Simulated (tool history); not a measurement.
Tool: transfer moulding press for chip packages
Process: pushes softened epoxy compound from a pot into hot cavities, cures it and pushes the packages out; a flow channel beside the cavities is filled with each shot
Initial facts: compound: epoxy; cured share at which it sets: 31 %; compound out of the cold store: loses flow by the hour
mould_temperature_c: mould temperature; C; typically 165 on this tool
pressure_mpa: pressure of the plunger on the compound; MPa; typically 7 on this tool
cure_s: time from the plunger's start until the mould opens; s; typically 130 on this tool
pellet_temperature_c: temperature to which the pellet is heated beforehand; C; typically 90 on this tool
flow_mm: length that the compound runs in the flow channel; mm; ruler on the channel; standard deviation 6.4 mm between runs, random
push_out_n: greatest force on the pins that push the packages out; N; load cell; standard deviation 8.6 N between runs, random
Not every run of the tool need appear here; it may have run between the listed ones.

| run | hour | mould_temperature_c | pressure_mpa | cure_s | pellet_temperature_c | incoming compound's hours out of the cold store | flow_mm | push_out_n |
|---|---|---|---|---|---|---|---|---|
| 1 | 0 | 165 | 7 | 130 | 90 | 18.5 | 735 | 574 |
| 2 | 12.2 | 166 | 7 | 130 | 90 | 37.7 | 623 | 593 |
| 3 | 23.2 | 159 | 7 | 130 | 90 | 39.5 | 648 | 775 |
| 4 | 29.5 | 159 | 7 | 130 | 90 | 39.4 | 648 | 790 |
| 5 | 40.9 | 159 | 7 | 130 | 90 | 43.2 | 626 | 789 |
| 6 | 49.5 | 159 | 7 | 130 | 90 | 38.7 | 650 | 838 |
| 7 | 61.2 | 165 | 7 | 130 | 86 | 27.2 | 684 | 667 |
|  | 68.8 | cavities cleaned with cleaning compound and waxed |
| 8 | 77 | 165 | 7 | 130 | 90 | 18.6 | 723 | 412 |
| 9 | 90.6 | 165 | 7 | 130 | 90 | 10.1 | 773 | 478 |
| 10 | 96.7 | 165 | 7 | 130 | 90 | 41.8 | 606 | 486 |
| 11 | 109.3 | 157 | 7 | 130 | 90 | 34.8 | 670 | 775 |
| 12 | 120 | 157 | 7 | 130 | 90 | 47.7 | 623 | 800 |
| 13 | 134.2 | 165 | 7 | 130 | 90 | 19 | 721 | 608 |
| 14 | 147.9 | 165 | 7 | 130 | 84 | 26.7 | 691 | 600 |
| 15 | 157.9 | 165 | 7.76 | 150 | 84 | 17 | 776 | 608 |
| 16 | 168.9 | 165 | 8.65 | 130 | 90 | 25.3 | 774 | 680 |
| 17 | 180.9 | 172 | 8.12 | 130 | 90 | 33.5 | 669 | 646 |
| 18 | 193.1 | 162 | 6.86 | 111 | 85 | 43 | 615 | 904 |
|  | 201.6 | cavities cleaned with cleaning compound and waxed |
| 19 | 205.6 | 162 | 5.52 | 111 | 85 | 28.6 | 598 | 561 |
| 20 | 214.6 | 162 | 6.01 | 129 | 85 | 24.8 | 651 | 481 |
| 21 | 224.2 | 165 | 7 | 131 | 90 | 31.5 | 661 | 470 |
| 22 | 232.1 | 169 | 6.08 | 135 | 96 | 19.7 | 656 | 468 |
| 23 | 246.4 | 162 | 7 | 130 | 90 | 42.2 | 623 | 596 |
| 24 | 256 | 162 | 7 | 130 | 90 | 36.5 | 642 | 624 |
| 25 | 266.9 | 162 | 7 | 130 | 90 | 20 | 727 | 676 |
| 26 | 279 | 158 | 6.07 | 122 | 97 | 28.9 | 652 | 955 |
| 27 | 286.4 | 158 | 6.07 | 122 | 97 | 45.5 | 576 | 924 |
|  | 289.7 | mould's thermocouples calibrated |
| 28 | 295.5 | 168 | 5.36 | 143 | 84 | 44.8 | 502 | 608 |

Selected run-to-run steps in flow_mm, each split into two signed amounts: the part the tool would show with no hidden state at all (from settings, incoming material and random variation), and the remainder, which goes to the hidden state together with any gauge scatter not common to the measured and the hidden-state-free results:
What the log doesn't record here: true mould temperature over the reading, C; pressure that reaches the compound, % of what is set; grip of the stained cavities, % over clean ones'; drift of the gauge itself on flow_mm, %; drift of the gauge itself on push_out_n, %.
Run 1 -> 2: mould_temperature_c 165 -> 166. flow_mm -112 mm: hidden state +1, all else -113.
Run 2 -> 3: mould_temperature_c 166 -> 159. flow_mm +25 mm: hidden state -2, all else +27.
Run 9 -> 10: nothing adjusted, nothing logged. flow_mm -167 mm: hidden state +2, all else -169.
Run 12 -> 13: mould_temperature_c 157 -> 165. flow_mm +98 mm: hidden state -3, all else +101.
